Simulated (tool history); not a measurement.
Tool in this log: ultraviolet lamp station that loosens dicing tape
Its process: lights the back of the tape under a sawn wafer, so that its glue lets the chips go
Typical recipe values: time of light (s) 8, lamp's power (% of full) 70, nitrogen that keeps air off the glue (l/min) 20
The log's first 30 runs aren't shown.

| run | hour | time of light (s) | lamp's power (% of full) | nitrogen that keeps air off the glue (l/min) | hours of work of the lamp | hours of work since the window was cleaned | force that peels the tape off (N) | light that reached the tape (J/m2) |
|---|---|---|---|---|---|---|---|---|
|  | 451.5 | window cleaned of glue's vapour |
| 31 | 468.1 | 8 | 85 | 27 | 501 | 11 | 0.457 | 3550 |
| 32 | 478.3 | 12 | 87 | 17 | 507 | 17 | 0.203 | 5370 |
| 33 | 492.8 | 15 | 75 | 11 | 516 | 27 | 0.283 | 5780 |
| 34 | 506.1 | 15 | 75 | 11 | 525 | 35 | 0.288 | 5730 |
| 35 | 520.5 | 15 | 75 | 11 | 534 | 44 | 0.288 | 5710 |
| 36 | 534.6 | 15 | 75 | 11 | 543 | 54 | 0.301 | 5640 |
| 37 | 554 | 6 | 92 | 23 | 556 | 66 | 0.94 | 2710 |
| 38 | 564.6 | 11 | 70 | 33 | 563 | 73 | 0.282 | 3830 |
|  | 566.8 | window cleaned of glue's vapour, once more |
| 39 | 576.2 | 9 | 70 | 8 | 570 | 6 | 1.181 | 3860 |
| 40 | 591 | 15 | 88 | 12 | 579 | 16 | 0.107 | 8030 |
| 41 | 600.9 | 8 | 91 | 20 | 586 | 22 | 0.295 | 4400 |
| 42 | 609.7 | 12 | 76 | 28 | 592 | 28 | 0.119 | 5520 |
| 43 | 626.6 | 4 | 66 | 34 | 602 | 39 | 2.124 | 1620 |

Consider 4 possible next runs. They are alternatives, not a sequence: every one starts from the tool as it was left by run 43. What does each give?
| A | 639.4 | 8 | 66 | 9 | 611 | 47 | ? | ? |
| B | 639.4 | 15 | 95 | 6 | 611 | 47 | ? | ? |
| C | 639.4 | 15 | 77 | 17 | 611 | 47 | ? | ? |
| D | 639.4 | 8 | 88 | 36 | 611 | 47 | ? | ? |

| run | force that peels the tape off (N) | light that reached the tape (J/m2) |
|---|---|---|
| A | 1.596 | 3180 |
| B | 0.184 | 8520 |
| C | 0.108 | 6940 |
| D | 0.186 | 4210 |
Take away the tool's hidden state, keep each run's random variation, and the runs would have read:
| run | force that peels the tape off (N) | light that reached the tape (J/m2) |
|---|---|---|
| A | 1.238 | 3620 |
| B | 0.129 | 9700 |
| C | 0.086 | 7900 |
| D | 0.129 | 4790 |
